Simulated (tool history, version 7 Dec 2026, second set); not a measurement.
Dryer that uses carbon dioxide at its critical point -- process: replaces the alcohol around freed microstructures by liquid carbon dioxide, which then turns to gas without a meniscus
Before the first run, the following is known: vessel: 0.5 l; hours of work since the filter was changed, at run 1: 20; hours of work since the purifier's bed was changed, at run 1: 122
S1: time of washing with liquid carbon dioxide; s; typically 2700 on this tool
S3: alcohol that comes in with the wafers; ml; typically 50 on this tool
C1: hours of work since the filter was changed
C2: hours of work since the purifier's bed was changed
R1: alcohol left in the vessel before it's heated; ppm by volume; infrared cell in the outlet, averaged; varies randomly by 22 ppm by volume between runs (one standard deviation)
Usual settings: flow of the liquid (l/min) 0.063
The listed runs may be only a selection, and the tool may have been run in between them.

run 1 hour=0 | S1=2700 flow_of_the_liquid_(l/min)=0.063 S3=50 | C1=20 C2=122 | R1=1526
run 2 hour=5.1 | S1=2700 flow_of_the_liquid_(l/min)=0.063 S3=50 | C1=23 C2=126 | R1=1541
run 3 hour=10.1 | S1=2700 flow_of_the_liquid_(l/min)=0.0538 S3=50 | C1=27 C2=130 | R1=3018
run 4 hour=16.2 | S1=2700 flow_of_the_liquid_(l/min)=0.063 S3=50 | C1=32 C2=134 | R1=1508
run 5 hour=21.6 | S1=2700 flow_of_the_liquid_(l/min)=0.063 S3=50 | C1=35 C2=138 | R1=1532
run 6 hour=30.7 | S1=2700 flow_of_the_liquid_(l/min)=0.063 S3=50 | C1=42 C2=145 | R1=1606
run 7 hour=36 | S1=1920 flow_of_the_liquid_(l/min)=0.063 S3=50 | C1=46 C2=149 | R1=5192
run 8 hour=41.9 | S1=1920 flow_of_the_liquid_(l/min)=0.063 S3=50 | C1=50 C2=153 | R1=5296
run 9 hour=49.4 | S1=1920 flow_of_the_liquid_(l/min)=0.063 S3=50 | C1=56 C2=158 | R1=5271
run 10 hour=54.7 | S1=1920 flow_of_the_liquid_(l/min)=0.0537 S3=50 | C1=60 C2=162 | R1=8436
run 11 hour=60.5 | S1=1920 flow_of_the_liquid_(l/min)=0.0537 S3=50 | C1=64 C2=167 | R1=8671
run 12 hour=66.1 | S1=2700 flow_of_the_liquid_(l/min)=0.063 S3=50 | C1=68 C2=171 | R1=1613
run 13 hour=72.1 | S1=2700 flow_of_the_liquid_(l/min)=0.063 S3=50 | C1=72 C2=175 | R1=1703
run 14 hour=80.2 | S1=2700 flow_of_the_liquid_(l/min)=0.063 S3=50 | C1=78 C2=181 | R1=1716
run 15 hour=88.4 | S1=2700 flow_of_the_liquid_(l/min)=0.063 S3=50 | C1=84 C2=187 | R1=1721
run 16 hour=95 | S1=2700 flow_of_the_liquid_(l/min)=0.0886 S3=50 | C1=89 C2=192 | R1=342
run 17 hour=102.6 | S1=2700 flow_of_the_liquid_(l/min)=0.0886 S3=50 | C1=95 C2=197 | R1=339
run 18 hour=107.1 | S1=2700 flow_of_the_liquid_(l/min)=0.0886 S3=107 | C1=98 C2=201 | R1=664
run 19 hour=113.2 | S1=2700 flow_of_the_liquid_(l/min)=0.0886 S3=107 | C1=103 C2=205 | R1=660
run 20 hour=120.5 | S1=2700 flow_of_the_liquid_(l/min)=0.0886 S3=107 | C1=108 C2=210 | R1=691
run 21 hour=129.4 | S1=2700 flow_of_the_liquid_(l/min)=0.0886 S3=107 | C1=114 C2=217 | R1=695
run 22 hour=135.3 | S1=2700 flow_of_the_liquid_(l/min)=0.0886 S3=107 | C1=119 C2=221 | R1=729
run 23 hour=143.7 | S1=2220 flow_of_the_liquid_(l/min)=0.063 S3=27 | C1=125 C2=227 | R1=2129
run 24 hour=150 | S1=2100 flow_of_the_liquid_(l/min)=0.063 S3=24 | C1=130 C2=232 | R1=2267
run 25 hour=155.9 | S1=2100 flow_of_the_liquid_(l/min)=0.063 S3=24 | C1=134 C2=236 | R1=2248
run 26 hour=161.8 | S1=2100 flow_of_the_liquid_(l/min)=0.063 S3=24 | C1=138 C2=241 | R1=2231
run 27 hour=169.8 | S1=1800 flow_of_the_liquid_(l/min)=0.063 S3=100 | C1=144 C2=247 | R1=14439
run 28 hour=177.7 | S1=3240 flow_of_the_liquid_(l/min)=0.0991 S3=22 | C1=150 C2=252 | R1=76
run 29 hour=184.9 | S1=3240 flow_of_the_liquid_(l/min)=0.0991 S3=22 | C1=155 C2=258 | R1=93
run 30 hour=190.3 | S1=2220 flow_of_the_liquid_(l/min)=0.0718 S3=44 | C1=159 C2=262 | R1=2245
run 31 hour=197.1 | S1=3360 flow_of_the_liquid_(l/min)=0.063 S3=27 | C1=164 C2=267 | R1=484
run 32 hour=205.7 | S1=1860 flow_of_the_liquid_(l/min)=0.0642 S3=22 | C1=170 C2=273 | R1=2913
run 33 hour=210.9 | S1=2640 flow_of_the_liquid_(l/min)=0.0703 S3=22 | C1=174 C2=277 | R1=676
run 34 hour=216.1 | S1=2640 flow_of_the_liquid_(l/min)=0.0703 S3=22 | C1=178 C2=281 | R1=672
run 35 hour=222.2 | S1=2160 flow_of_the_liquid_(l/min)=0.063 S3=25 | C1=182 C2=285 | R1=2340
run 36 hour=227.6 | S1=2220 flow_of_the_liquid_(l/min)=0.0453 S3=25 | C1=186 C2=289 | R1=5367
run 37 hour=231.4 | S1=2460 flow_of_the_liquid_(l/min)=0.0557 S3=51 | C1=189 C2=292 | R1=4769
run 38 hour=240.7 | S1=2460 flow_of_the_liquid_(l/min)=0.0557 S3=51 | C1=196 C2=299 | R1=4905

What does the tool deliver on the next run?
run 39 hour=249.9 | S1=2100 flow_of_the_liquid_(l/min)=0.063 S3=50 | C1=203 C2=305 | R1=?

Run 39 produced R1 5195 ppm by volume.
Without the tool's hidden state the same run would have given R1 3637 ppm by volume.

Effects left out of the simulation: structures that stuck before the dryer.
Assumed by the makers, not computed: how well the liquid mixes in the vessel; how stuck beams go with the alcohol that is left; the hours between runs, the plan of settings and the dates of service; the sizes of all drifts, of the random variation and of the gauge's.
